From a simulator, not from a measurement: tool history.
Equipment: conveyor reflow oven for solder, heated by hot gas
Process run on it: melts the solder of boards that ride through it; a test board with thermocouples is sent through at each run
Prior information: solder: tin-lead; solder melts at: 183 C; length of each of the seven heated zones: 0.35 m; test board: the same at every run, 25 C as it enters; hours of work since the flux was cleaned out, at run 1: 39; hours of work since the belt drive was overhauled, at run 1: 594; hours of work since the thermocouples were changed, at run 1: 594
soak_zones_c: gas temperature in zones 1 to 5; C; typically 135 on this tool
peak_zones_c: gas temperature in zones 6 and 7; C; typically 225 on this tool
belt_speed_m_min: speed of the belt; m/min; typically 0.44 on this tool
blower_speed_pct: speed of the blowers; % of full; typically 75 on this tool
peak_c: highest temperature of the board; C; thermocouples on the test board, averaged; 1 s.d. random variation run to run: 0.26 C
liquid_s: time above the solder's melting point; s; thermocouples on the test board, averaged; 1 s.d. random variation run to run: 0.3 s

run	hour	soak_zones_c	peak_zones_c	belt_speed_m_min	blower_speed_pct	hours of work since the flux was cleaned out	hours of work since the belt drive was overhauled	hours of work since the thermocouples were changed	peak_c	liquid_s
1	0	135	225	0.44	75	39	594	594	211.6	67.1
2	20.1	135	225	0.44	75	53	608	608	211.2	66.2
3	41.2	135	225	0.44	75	67	622	622	210.6	65.9
4	59.2	135	225	0.44	75	79	634	634	211	66.7
5	85.8	135	225	0.44	75	96	651	651	210.8	65.8
6	102.2	135	220	0.44	75	107	662	662	206.5	60.1
7	116.1	138	225	0.44	75	117	672	672	210.5	67.2
8	136.6	138	225	0.44	75	130	685	685	210.5	67.5
9	159.5	138	225	0.44	75	146	701	701	210.8	67.6
10	180.1	138	225	0.44	75	159	714	714	211.2	67.3
11	199.9	138	218	0.44	75	172	727	727	203.9	59.5
12	214	138	218	0.44	75	182	737	737	204.1	59
13	239.3	135	225	0.44	75	199	754	754	210.3	64.9
14	258	135	225	0.44	75	211	766	766	209.2	64.1
# hour 265.1: flux residue cleaned out of gas plates and filters
15	276.5	135	225	0.44	75	8	775	775	211.4	66.6
16	304.7	127	224	0.514	86	26	794	794	206.7	48.5
17	325.8	135	225	0.525	75	40	808	808	206.5	48.4
18	342	135	225	0.434	65	51	819	819	209.5	64.9
19	357	135	225	0.434	65	61	829	829	209.7	64.7
20	378.3	126	229	0.473	79	75	843	843	211.5	57.7
21	396.5	138	225	0.529	66	88	855	855	203.9	46.1
22	416.9	138	222	0.521	66	101	869	869	202.1	44.3
23	446	138	222	0.468	53	121	888	888	202.2	49.5
24	472.1	138	222	0.468	53	138	906	906	201.8	48.5
25	488	146	229	0.441	73	149	916	916	215	75.3

Predict each of these 4 candidate next runs independently; none follows another, all start after run 25:
A	511.7	142	216	0.378	73	164	932	932	?	?
B	511.7	149	229	0.354	52	164	932	932	?	?
C	511.7	143	225	0.44	82	164	932	932	?	?
D	511.7	135	225	0.518	63	164	932	932	?	?

run	peak_c	liquid_s
A	205.5	76.3
B	216.3	99.8
C	211.9	71.7
D	202.4	44.2
With the hidden condition removed and each run's random variation left untouched, the same runs would have given:
run	peak_c	liquid_s
A	208.4	79.4
B	219.1	100.9
C	215	73.7
D	205.4	47.5
